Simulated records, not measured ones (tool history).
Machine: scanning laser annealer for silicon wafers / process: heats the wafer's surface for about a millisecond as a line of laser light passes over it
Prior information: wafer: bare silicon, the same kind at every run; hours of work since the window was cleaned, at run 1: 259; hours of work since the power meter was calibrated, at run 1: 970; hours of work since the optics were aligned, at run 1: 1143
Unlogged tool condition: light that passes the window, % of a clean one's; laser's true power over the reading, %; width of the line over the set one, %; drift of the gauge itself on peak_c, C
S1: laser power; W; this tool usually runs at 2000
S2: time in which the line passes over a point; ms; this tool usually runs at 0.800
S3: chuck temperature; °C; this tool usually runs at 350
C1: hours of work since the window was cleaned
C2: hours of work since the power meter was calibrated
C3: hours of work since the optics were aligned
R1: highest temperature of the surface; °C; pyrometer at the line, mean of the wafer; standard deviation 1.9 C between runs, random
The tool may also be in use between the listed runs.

run	hour	S1	S2	S3	C1	C2	C3	R1
1	0.0	2000	0.800	350	259	970	1143	1157
2	32.4	2000	0.800	350	282	993	1166	1157
3	80.4	1765	0.800	350	316	1027	1200	1054
# hour 92.1: window over the wafer cleaned
4	130.7	2000	0.800	350	28	1062	1235	1179
5	156.5	2000	0.721	350	46	1080	1253	1139
6	207.2	2000	0.721	350	82	1117	1290	1140
7	255.4	2000	0.800	338	117	1151	1324	1158
8	292.4	2000	0.710	338	144	1178	1351	1111
# hour 304.9: optics aligned, line set to its width
9	323.0	1877	0.710	338	162	1196	13	1071
10	372.2	1877	0.710	385	197	1231	48	1113
11	416.1	2000	0.800	348	229	1263	80	1166
12	469.4	2000	0.800	348	267	1301	118	1167
13	522.3	2000	0.800	350	305	1339	156	1163
# hour 550.3: window over the wafer cleaned
14	562.2	2000	0.800	350	8	1366	183	1185
15	595.3	2000	0.800	350	32	1390	207	1186
16	617.3	2000	0.800	350	48	1405	222	1183
17	651.8	2000	0.867	350	73	1430	247	1210
18	699.6	2000	0.867	350	107	1464	282	1207
19	751.4	2000	0.867	350	144	1502	319	1203
20	774.5	2000	0.800	360	161	1518	335	1183
21	823.7	2075	0.744	336	196	1553	370	1161
22	869.0	1721	0.645	350	228	1586	403	986
23	921.8	1721	0.645	350	266	1624	441	985
24	959.7	2054	0.628	350	293	1651	468	1101
# hour 1003.4: window over the wafer cleaned
25	1003.4	2054	0.628	350	0	1681	498	1121
26	1045.8	2054	0.628	350	30	1711	528	1121
27	1090.6	2054	0.628	350	63	1743	560	1111
28	1142.9	2054	0.628	350	100	1781	598	1113
29	1177.5	2054	0.628	350	125	1806	623	1110
30	1204.4	1741	0.800	385	144	1825	642	1095
31	1239.8	1919	0.715	385	169	1850	667	1131
32	1287.7	1819	0.571	385	204	1884	701	1021
33	1328.8	1819	0.571	385	233	1914	731	1021
34	1370.8	1819	0.571	385	263	1944	761	1017
35	1406.4	1837	0.800	383	289	1970	787	1118
36	1451.6	1837	0.800	383	321	2002	819	1120
# hour 1457.8: window over the wafer cleaned
37	1482.4	1837	0.800	383	18	2023	840	1141
38	1529.9	1872	0.800	332	52	2057	874	1099
39	1573.4	2083	0.676	357	83	2088	905	1156
40	1616.3	2083	0.676	357	114	2119	936	1155

Alternative continuations, all from the tool just after run 40; predict every row:
A	1660.3	2083	0.756	357	145	2150	967	?
B	1660.3	1777	0.722	357	145	2150	967	?
C	1660.3	2000	0.857	350	145	2150	967	?
D	1660.3	2000	0.800	324	145	2150	967	?
E	1660.3	1765	0.707	362	145	2150	967	?

run	R1
A	1192
B	1049
C	1194
D	1146
E	1043
What these runs would have given with no unlogged condition in the tool:
run	R1
A	1218
B	1070
C	1220
D	1171
E	1064
